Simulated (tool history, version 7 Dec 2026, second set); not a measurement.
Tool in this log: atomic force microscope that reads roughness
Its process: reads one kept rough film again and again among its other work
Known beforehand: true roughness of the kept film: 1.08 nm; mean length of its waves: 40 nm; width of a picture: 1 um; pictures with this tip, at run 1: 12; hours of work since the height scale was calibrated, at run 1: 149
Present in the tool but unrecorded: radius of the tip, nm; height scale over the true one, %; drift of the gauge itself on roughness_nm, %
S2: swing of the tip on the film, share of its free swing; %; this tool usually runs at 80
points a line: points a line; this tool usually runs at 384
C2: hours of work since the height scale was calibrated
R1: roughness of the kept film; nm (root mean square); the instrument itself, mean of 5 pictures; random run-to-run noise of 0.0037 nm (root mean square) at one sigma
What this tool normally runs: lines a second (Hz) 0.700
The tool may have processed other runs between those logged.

Run 1, hour 0.0: usual settings; pictures with this tip 12; C2 149. Result: R1 0.986 nm (root mean square).
Run 2, hour 9.9: usual settings; pictures with this tip 24; C2 155. Result: R1 0.978 nm (root mean square).
Run 3, hour 26.6: usual settings but points a line 440; pictures with this tip 43; C2 165. Result: R1 0.969 nm (root mean square).
Run 4, hour 43.4: usual settings but S2 65 %; pictures with this tip 63; C2 175. Result: R1 0.996 nm (root mean square).
Run 5, hour 54.8: usual settings; pictures with this tip 76; C2 181. Result: R1 0.954 nm (root mean square).
Run 6, hour 66.6: usual settings but points a line 612; pictures with this tip 90; C2 188. Result: R1 0.948 nm (root mean square).
At hour 79.6: new tip fitted.
Run 7, hour 87.2: usual settings but points a line 612; pictures with this tip 9; C2 200. Result: R1 0.986 nm (root mean square).
Run 8, hour 98.9: usual settings but lines a second (Hz) 0.570; pictures with this tip 22; C2 207. Result: R1 0.988 nm (root mean square).
Run 9, hour 114.7: usual settings but lines a second (Hz) 0.570; pictures with this tip 41; C2 216. Result: R1 0.979 nm (root mean square).
Run 10, hour 132.6: usual settings but points a line 957; pictures with this tip 62; C2 227. Result: R1 0.964 nm (root mean square).
Run 11, hour 144.0: usual settings but points a line 957; pictures with this tip 75; C2 234. Result: R1 0.957 nm (root mean square).
Run 12, hour 158.5: usual settings but points a line 957; pictures with this tip 92; C2 242. Result: R1 0.948 nm (root mean square).
At hour 171.1: new tip fitted.
Run 13, hour 179.9: usual settings but points a line 957; pictures with this tip 10; C2 255. Result: R1 0.989 nm (root mean square).
Run 14, hour 198.9: usual settings but points a line 957; pictures with this tip 32; C2 266. Result: R1 0.973 nm (root mean square).
Run 15, hour 215.3: usual settings but points a line 957; pictures with this tip 51; C2 276. Result: R1 0.969 nm (root mean square).
Run 16, hour 224.8: usual settings but S2 77 %; pictures with this tip 62; C2 281. Result: R1 0.965 nm (root mean square).
Run 17, hour 234.2: usual settings but S2 77 %; pictures with this tip 73; C2 287. Result: R1 0.967 nm (root mean square).
Run 18, hour 250.2: usual settings but S2 77 %; pictures with this tip 91; C2 296. Result: R1 0.949 nm (root mean square).
At hour 261.6: new tip fitted.
Run 19, hour 265.1: usual settings but S2 77 %; pictures with this tip 4; C2 305. Result: R1 0.992 nm (root mean square).
Run 20, hour 276.2: usual settings but S2 77 %; pictures with this tip 17; C2 311. Result: R1 0.987 nm (root mean square).
Run 21, hour 285.6: usual settings but S2 77 %; pictures with this tip 28; C2 317. Result: R1 0.988 nm (root mean square).
Run 22, hour 305.8: usual settings but lines a second (Hz) 2.755; pictures with this tip 51; C2 329. Result: R1 0.811 nm (root mean square).
Run 23, hour 322.6: usual settings but lines a second (Hz) 2.635, points a line 644; pictures with this tip 71; C2 339. Result: R1 0.807 nm (root mean square).
Run 24, hour 336.4: usual settings but lines a second (Hz) 2.635, points a line 644; pictures with this tip 87; C2 347. Result: R1 0.802 nm (root mean square).
At hour 338.9: height scale calibrated on a step standard.
Run 25, hour 348.3: usual settings but lines a second (Hz) 2.635, S2 75 %, points a line 301; pictures with this tip 99; C2 6. Result: R1 0.829 nm (root mean square).
At hour 352.8: new tip fitted.
Run 26, hour 357.4: usual settings but lines a second (Hz) 2.635, S2 75 %, points a line 301; pictures with this tip 5; C2 11. Result: R1 0.869 nm (root mean square).
Run 27, hour 375.1: usual settings but lines a second (Hz) 2.138, S2 72 %, points a line 320; pictures with this tip 26; C2 21. Result: R1 0.915 nm (root mean square).
Run 28, hour 385.4: usual settings but lines a second (Hz) 2.138, S2 72 %, points a line 320; pictures with this tip 38; C2 27. Result: R1 0.910 nm (root mean square).
Run 29, hour 397.6: usual settings but lines a second (Hz) 0.503, S2 73 %, points a line 389; pictures with this tip 52; C2 34. Result: R1 1.003 nm (root mean square).
Run 30, hour 417.4: usual settings but lines a second (Hz) 0.503, S2 81 %, points a line 327; pictures with this tip 75; C2 46. Result: R1 0.968 nm (root mean square).
At hour 431.4: height scale calibrated on a step standard, once more.
Run 31, hour 431.7: usual settings but lines a second (Hz) 0.503, S2 81 %, points a line 327; pictures with this tip 90; C2 0. Result: R1 0.964 nm (root mean square).
At hour 444.2: new tip fitted.
Run 32, hour 452.7: usual settings but S2 61 %, points a line 731; pictures with this tip 10; C2 12. Result: R1 1.030 nm (root mean square).
Run 33, hour 467.1: usual settings but lines a second (Hz) 0.910, S2 57 %, points a line 588; pictures with this tip 27; C2 21. Result: R1 1.019 nm (root mean square).
Run 34, hour 487.5: usual settings but lines a second (Hz) 0.778, S2 63 %, points a line 824; pictures with this tip 50; C2 33. Result: R1 1.008 nm (root mean square).
Run 35, hour 501.0: usual settings but lines a second (Hz) 1.419, S2 59 %, points a line 316; pictures with this tip 66; C2 41. Result: R1 0.982 nm (root mean square).
Run 36, hour 520.7: usual settings but lines a second (Hz) 2.052, S2 59 %, points a line 958; pictures with this tip 89; C2 52. Result: R1 0.963 nm (root mean square).
At hour 535.0: new tip fitted.
Run 37, hour 539.4: usual settings but lines a second (Hz) 2.052, S2 59 %, points a line 958; pictures with this tip 5; C2 63. Result: R1 0.999 nm (root mean square).
Run 38, hour 555.4: usual settings but lines a second (Hz) 0.868, points a line 325; pictures with this tip 24; C2 73. Result: R1 0.961 nm (root mean square).
Run 39, hour 576.0: usual settings but lines a second (Hz) 2.736, points a line 718; pictures with this tip 47; C2 85. Result: R1 0.815 nm (root mean square).
Run 40, hour 587.6: usual settings but lines a second (Hz) 1.372, S2 83 %; pictures with this tip 61; C2 92. Result: R1 0.885 nm (root mean square).
Run 41, hour 608.9: usual settings but lines a second (Hz) 1.372, S2 83 %; pictures with this tip 86; C2 104. Result: R1 0.875 nm (root mean square).
At hour 625.8: new tip fitted.
Run 42, hour 626.7: usual settings but lines a second (Hz) 0.580, S2 72 %, points a line 682; pictures with this tip 1; C2 114. Result: R1 1.030 nm (root mean square).
Run 43, hour 637.4: usual settings but lines a second (Hz) 2.174, S2 89 %, points a line 482; pictures with this tip 13; C2 121. Result: R1 0.789 nm (root mean square).
Run 44, hour 648.8: usual settings but S2 65 %, points a line 972; pictures with this tip 26; C2 127. Result: R1 1.021 nm (root mean square).

For some of the steps in R1 from one run to the next: how much would appear even if the tool had no hidden state, given the settings, what came in and random variation, and how much remains for the hidden state plus any gauge scatter that the measured result and the result without hidden state don't share?
Run 12 -> 13: new tip fitted. R1 +0.041 nm (root mean square): hidden state +0.039, all else +0.002.
Run 18 -> 19: new tip fitted. R1 +0.043 nm (root mean square): hidden state +0.040, all else +0.003.
Run 21 -> 22: lines a second (Hz) 0.700 -> 2.755, S2 77 -> 80. R1 -0.177 nm (root mean square): hidden state -0.006, all else -0.171.
Run 25 -> 26: new tip fitted. R1 +0.040 nm (root mean square): hidden state +0.038, all else +0.002.
Run 42 -> 43: lines a second (Hz) 0.580 -> 2.174, S2 72 -> 89, points a line 682 -> 482. R1 -0.241 nm (root mean square): hidden state -0.003, all else -0.238.
Run 43 -> 44: lines a second (Hz) 2.174 -> 0.700, S2 89 -> 65, points a line 482 -> 972. R1 +0.232 nm (root mean square): hidden state -0.009, all else +0.241.

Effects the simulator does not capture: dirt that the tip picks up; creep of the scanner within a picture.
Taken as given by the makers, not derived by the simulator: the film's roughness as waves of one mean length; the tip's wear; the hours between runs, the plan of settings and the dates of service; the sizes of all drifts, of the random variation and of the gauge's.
